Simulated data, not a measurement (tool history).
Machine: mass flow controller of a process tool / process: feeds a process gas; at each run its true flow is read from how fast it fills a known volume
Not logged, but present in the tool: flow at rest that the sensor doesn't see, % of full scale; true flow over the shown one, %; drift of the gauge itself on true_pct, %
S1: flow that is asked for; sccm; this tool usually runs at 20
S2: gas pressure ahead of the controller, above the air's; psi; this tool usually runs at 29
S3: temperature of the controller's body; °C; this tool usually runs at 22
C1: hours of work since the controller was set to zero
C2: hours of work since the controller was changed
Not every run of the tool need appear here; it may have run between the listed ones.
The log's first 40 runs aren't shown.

run 41 day=122.429 | S1=30 S2=22.6 S3=29 | C1=4592 C2=4592 | true_flow_(%)=100.42
run 42 day=124.588 | S1=29 S2=29.2 S3=27 | C1=4625 C2=4625 | true_flow_(%)=99.9
run 43 day=126.908 | S1=36 S2=29 S3=22 | C1=4661 C2=4661 | true_flow_(%)=99.67
run 44 day=130.367 | S1=36 S2=29 S3=22 | C1=4715 C2=4715 | true_flow_(%)=99.71
run 45 day=134.583 | S1=36 S2=29 S3=22 | C1=4780 C2=4780 | true_flow_(%)=99.85
run 46 day=139.088 | S1=14 S2=24.8 S3=22 | C1=4849 C2=4849 | true_flow_(%)=99.59
run 47 day=143.329 | S1=25 S2=24.4 S3=25 | C1=4914 C2=4914 | true_flow_(%)=100.21
run 48 day=146.279 | S1=6 S2=29 S3=23 | C1=4960 C2=4960 | true_flow_(%)=99.5

4 options for the next run, each taken on its own from the tool as it stands now. Forecast them:
run A day=148.45 | S1=22 S2=29 S3=24 | C1=4993 C2=4993 | true_flow_(%)=?
run B day=148.45 | S1=21 S2=37 S3=32 | C1=4993 C2=4993 | true_flow_(%)=?
run C day=148.45 | S1=6 S2=29 S3=26 | C1=4993 C2=4993 | true_flow_(%)=?
run D day=148.45 | S1=36 S2=33.9 S3=22 | C1=4993 C2=4993 | true_flow_(%)=?

run=A true_flow_(%)=99.9
run=B true_flow_(%)=100.2
run=C true_flow_(%)=99.74
run=D true_flow_(%)=99.85
Take away the tool's hidden state, keep each run's random variation, and the runs would have read:
run=A true_flow_(%)=99.26
run=B true_flow_(%)=99.56
run=C true_flow_(%)=99.12
run=D true_flow_(%)=99.21

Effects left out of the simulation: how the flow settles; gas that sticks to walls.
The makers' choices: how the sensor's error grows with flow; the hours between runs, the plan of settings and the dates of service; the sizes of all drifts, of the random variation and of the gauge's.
